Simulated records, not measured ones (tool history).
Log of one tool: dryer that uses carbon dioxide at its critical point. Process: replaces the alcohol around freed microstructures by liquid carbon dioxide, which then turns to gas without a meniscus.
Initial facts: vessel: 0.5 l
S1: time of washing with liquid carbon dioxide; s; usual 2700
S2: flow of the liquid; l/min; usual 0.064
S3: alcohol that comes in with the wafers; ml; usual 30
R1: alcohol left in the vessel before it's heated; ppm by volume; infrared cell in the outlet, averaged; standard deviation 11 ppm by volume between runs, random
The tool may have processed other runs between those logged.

run    hour    S1      S2   S3    R1
  1       0  2700   0.064   30   732
  2      55  2700   0.064   30   750
  3    89.4  2700   0.064   30   731
  4   132.3  2700   0.064  100  2263
  5     170  1860   0.064   30  2813
  6   204.1  3960   0.064   30   188
  7   239.7  4140   0.064   30   165
  8   285.9  2700   0.064   30   770
  9   318.4  2700   0.064   30   787
 10   363.6  2700   0.064   30   799
 11   393.8  2700   0.064   30   770
 12   440.7  2700  0.0798   30   339
 13     486  2700  0.0798   30   346
 14   531.3  2700  0.0794   30   358
 15   587.9  2700  0.0794   30   362
 16   620.7  2340   0.064   30  1387
 17   644.6  2700   0.064   30   828
      653.7  -- purifier's bed changed
 18     700  2700   0.064   30   735
 19   733.5  2700   0.064   30   740
 20   770.2  2700   0.064   30   731
 21   800.3  2640   0.064   30   789
 22   854.4  2640  0.0396   30  4176
 23   880.3  2640  0.0396   30  4198
 24   926.4  2640  0.0396   30  4244
 25   977.9  2640  0.0396   30  4121
 26  1028.3  2580  0.0396   22  3289
 27  1055.2  1740   0.064   68  8090
 28  1101.3  3120   0.064   27   365
 29  1150.7  3780   0.064   41   210
 30  1197.8  2700  0.1001   23    80
 31  1246.3  2700  0.1001   23    80
 32  1288.5  2880   0.064   30   625
 33  1337.8  2040   0.064   23  1789
 34  1376.6  4200  0.0865   23    41
 35    1410  2460  0.0756   28   571

Estimate the outcome of run 36 from the log above:
 36  1435.6  2700  0.0968  30   ?

R1: 126 ppm by volume
The same run, on a tool lacking any hidden state, would have yielded R1 66 ppm by volume.
